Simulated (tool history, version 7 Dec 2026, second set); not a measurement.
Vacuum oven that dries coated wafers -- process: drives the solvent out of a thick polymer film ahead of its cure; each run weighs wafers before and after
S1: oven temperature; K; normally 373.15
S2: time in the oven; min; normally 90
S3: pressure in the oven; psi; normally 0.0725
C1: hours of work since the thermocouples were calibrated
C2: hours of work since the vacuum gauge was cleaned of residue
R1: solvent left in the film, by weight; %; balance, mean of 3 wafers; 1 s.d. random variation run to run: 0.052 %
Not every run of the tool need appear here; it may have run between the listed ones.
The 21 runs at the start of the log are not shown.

| run | day | S1 | S2 | S3 | C1 | C2 | R1 |
|---|---|---|---|---|---|---|---|
| 22 | 19.85 | 377.15 | 90 | 0.0725 | 1191 | 488 | 1.51 |
| 23 | 20.55 | 377.15 | 90 | 0.0725 | 1201 | 498 | 1.56 |
| 24 | 21.225 | 377.15 | 90 | 0.0725 | 1211 | 508 | 1.5 |
| 25 | 22.325 | 371.15 | 55 | 0.1007 | 1227 | 524 | 5.52 |
| 26 | 23.067 | 373.15 | 91 | 0.2527 | 1238 | 535 | 4.35 |
| 27 | 23.962 | 374.15 | 59 | 0.1997 | 1251 | 548 | 5.08 |
| 28 | 24.971 | 372.15 | 151 | 0.0725 | 1266 | 563 | 1.58 |
| 29 | 25.771 | 370.15 | 90 | 0.0381 | 1277 | 574 | 3.02 |
| 30 | 26.608 | 363.15 | 90 | 0.0898 | 1290 | 587 | 6.18 |
| 31 | 27.8 | 379.15 | 90 | 0.0898 | 1307 | 604 | 1.56 |
| 32 | 28.538 | 379.15 | 90 | 0.0898 | 1318 | 615 | 1.56 |
| 33 | 29.217 | 379.15 | 90 | 0.0898 | 1328 | 625 | 1.52 |
| 34 | 29.75 | 363.15 | 106 | 0.0499 | 1336 | 633 | 5.07 |
| 35 | 30.433 | 378.15 | 57 | 0.2193 | 1346 | 643 | 4.07 |
| 36 | 31.071 | 378.15 | 57 | 0.2193 | 1355 | 652 | 4.08 |
| 37 | 32.208 | 378.15 | 57 | 0.2193 | 1372 | 669 | 4.01 |
| 38 | 33.396 | 378.15 | 57 | 0.2193 | 1389 | 686 | 4.09 |
| 39 | 34.408 | 372.15 | 124 | 0.0754 | 1404 | 701 | 2.08 |
| 40 | 35.517 | 372.15 | 124 | 0.0754 | 1420 | 717 | 2.04 |
| 41 | 36.392 | 377.15 | 125 | 0.1749 | 1433 | 730 | 2.35 |
| 42 | 37.308 | 387.15 | 132 | 0.0638 | 1446 | 743 | 0.8 |
| 43 | 38.346 | 366.15 | 131 | 0.0412 | 1462 | 759 | 3 |
| 44 | 39.625 | 364.15 | 81 | 0.0951 | 1480 | 777 | 6.79 |
| 45 | 40.838 | 364.15 | 81 | 0.0951 | 1498 | 795 | 6.77 |
| 46 | 41.383 | 382.15 | 81 | 0.0951 | 1506 | 803 | 1.42 |

What if the next run were any one of these 4? Each begins from the tool's condition after run 46:
|  | 42.742 | oven's thermocouples calibrated |
| A | 42.742 | 364.15 | 90 | 0.2418 | 0 | 822 | ? |
|  | 42.742 | oven's thermocouples calibrated |
| B | 42.742 | 373.15 | 80 | 0.0725 | 0 | 822 | ? |
|  | 42.742 | oven's thermocouples calibrated |
| C | 42.742 | 382.15 | 128 | 0.0951 | 0 | 822 | ? |
|  | 42.742 | oven's thermocouples calibrated |
| D | 42.742 | 371.15 | 53 | 0.0951 | 0 | 822 | ? |

| run | R1 |
|---|---|
| A | 6.8 |
| B | 2.18 |
| C | 1.04 |
| D | 4.66 |
Had the tool no hidden state, the same runs would have come out as:
| run | R1 |
|---|---|
| A | 6.38 |
| B | 1.81 |
| C | 0.71 |
| D | 4.35 |
